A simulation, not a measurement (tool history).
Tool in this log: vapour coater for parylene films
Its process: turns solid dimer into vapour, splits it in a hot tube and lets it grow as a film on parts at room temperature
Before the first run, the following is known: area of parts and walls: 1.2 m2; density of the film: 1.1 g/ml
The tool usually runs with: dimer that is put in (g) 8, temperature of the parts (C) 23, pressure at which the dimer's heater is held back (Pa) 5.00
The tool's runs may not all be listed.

run   hour  dimer that is put in (g)  temperature of the parts (C)  pressure at which the dimer's heater is held back (Pa)  thickness of the film (µm)
  1    0.0                         8                            23                                                    5.00                        3.07
  2   42.0                         8                            23                                                    5.00                        3.05
  3   68.8                         8                            23                                                    5.00                        3.06
  4  104.8                         8                            23                                                    3.28                        3.28
  5  135.9                         8                            23                                                    5.00                        3.01
  6  164.8                         8                            23                                                    5.00                        3.06
     188.2  -- trap's valve overhauled
  7  216.0                         8                            23                                                    5.00                        3.36
  8  254.8                         8                            23                                                    5.00                        3.30
  9  284.1                         8                            23                                                    2.10                        3.86
 10  308.0                         8                            23                                                    2.10                        3.87
 11  345.5                         8                            23                                                    5.00                        3.32
 12  388.5                         8                            23                                                    5.00                        3.32
 13  435.6                         8                            19                                                    5.00                        3.55
 14  462.4                         6                            16                                                    8.92                        2.55
 15  509.9                         7                            28                                                    5.00                        2.51
 16  551.3                        13                            21                                                    7.90                        5.06

For run 17, what comes out?
 17  597.1                        13                            17                                                    5.77                           ?

thickness of the film (µm): 5.82
If the tool had no hidden condition, the same run with the same run-to-run variation would have returned thickness of the film (µm) 6.14.

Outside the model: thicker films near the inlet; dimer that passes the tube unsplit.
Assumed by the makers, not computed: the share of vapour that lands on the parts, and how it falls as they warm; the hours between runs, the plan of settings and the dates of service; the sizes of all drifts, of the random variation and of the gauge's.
